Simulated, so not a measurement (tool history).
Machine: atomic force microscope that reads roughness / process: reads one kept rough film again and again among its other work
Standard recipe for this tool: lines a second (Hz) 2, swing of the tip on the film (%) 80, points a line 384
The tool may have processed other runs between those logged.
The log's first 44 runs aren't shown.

run	hour	lines a second (Hz)	swing of the tip on the film (%)	points a line	roughness of the kept film (nm (root mean square))
45	450.7	3.26	80	649	3.204
46	459.5	3.26	59	649	3.683
47	468.6	3.26	59	649	3.639
48	474.2	1.23	58	755	3.823
49	484.3	0.72	67	442	3.736
50	493.3	0.52	56	384	3.823
# hour 498.7: new tip fitted
51	502.6	0.52	56	312	3.785
52	509.1	2	68	408	3.613
53	519	0.78	89	408	3.583

Alternative continuations, all from the tool just after run 53; predict every row:
A	530.1	0.78	89	822	?
B	530.1	0.52	80	384	?
C	530.1	1.04	64	384	?
D	530.1	2.53	80	372	?

run	roughness of the kept film (nm (root mean square))
A	3.595
B	3.724
C	3.739
D	3.31
With no hidden state in the tool, these same runs would have given:
run	roughness of the kept film (nm (root mean square))
A	3.598
B	3.727
C	3.742
D	3.313
